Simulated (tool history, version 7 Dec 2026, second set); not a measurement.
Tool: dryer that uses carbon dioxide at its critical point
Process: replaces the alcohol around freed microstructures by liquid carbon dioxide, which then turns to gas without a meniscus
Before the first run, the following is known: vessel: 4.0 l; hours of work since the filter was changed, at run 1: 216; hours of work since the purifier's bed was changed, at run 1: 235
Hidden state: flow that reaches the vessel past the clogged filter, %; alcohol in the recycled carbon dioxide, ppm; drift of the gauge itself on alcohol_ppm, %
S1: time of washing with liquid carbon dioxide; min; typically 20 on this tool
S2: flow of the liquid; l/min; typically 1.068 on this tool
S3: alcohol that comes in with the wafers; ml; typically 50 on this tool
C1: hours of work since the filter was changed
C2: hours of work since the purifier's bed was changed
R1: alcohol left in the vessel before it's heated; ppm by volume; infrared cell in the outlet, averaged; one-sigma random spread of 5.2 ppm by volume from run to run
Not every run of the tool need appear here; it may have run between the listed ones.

run,day,S1,S2,S3,C1,C2,R1
1,0.000,20,1.068,50,216,235,193
2,0.371,20,1.068,50,223,242,196
3,0.808,20,1.068,50,232,250,196
4,0.996,20,1.068,50,235,254,199
5,1.246,20,1.068,50,240,259,195
6,1.708,20,1.068,50,249,267,193
7,2.100,20,1.068,50,256,275,207
8,2.346,20,1.068,50,261,279,205
9,2.592,20,1.710,50,265,284,77
10,3.025,20,1.710,50,273,292,80
11,3.362,20,1.710,50,280,298,75
12,3.767,20,1.710,50,287,306,90
13,4.008,20,1.710,50,292,311,91
14,4.408,20,1.710,50,299,318,82
15,4.825,20,1.710,50,307,326,86
16,5.242,20,1.710,50,315,334,94
17,5.508,23,1.140,108,320,339,183
18,5.912,14,1.068,50,328,346,637
19,6.271,16,1.110,60,334,353,467
20,6.704,15,1.020,20,342,361,293
21,7.008,30,0.780,50,348,367,187
22,7.325,20,0.800,50,354,373,551
23,7.642,26,1.270,27,360,379,94
24,8.067,28,1.068,50,368,387,127
25,8.462,28,1.068,50,375,394,117
26,8.725,28,1.068,50,380,399,128
27,9.054,28,1.068,50,387,405,119

What if the next run were any one of these 5? Each begins from the tool's condition after run 27:
# day 9.429: inlet filter changed
A,9.446,14,1.110,68,0,412,?
# day 9.429: inlet filter changed
B,9.446,22,1.700,29,0,412,?
# day 9.429: inlet filter changed
C,9.446,28,1.068,87,0,412,?
# day 9.429: inlet filter changed
D,9.446,31,0.660,50,0,412,?
# day 9.429: inlet filter changed
E,9.446,14,1.068,72,0,412,?

run,R1
A,612
B,110
C,117
D,224
E,720
Take away the tool's hidden state, keep each run's random variation, and the runs would have read:
run,R1
A,517
B,15
C,27
D,132
E,623
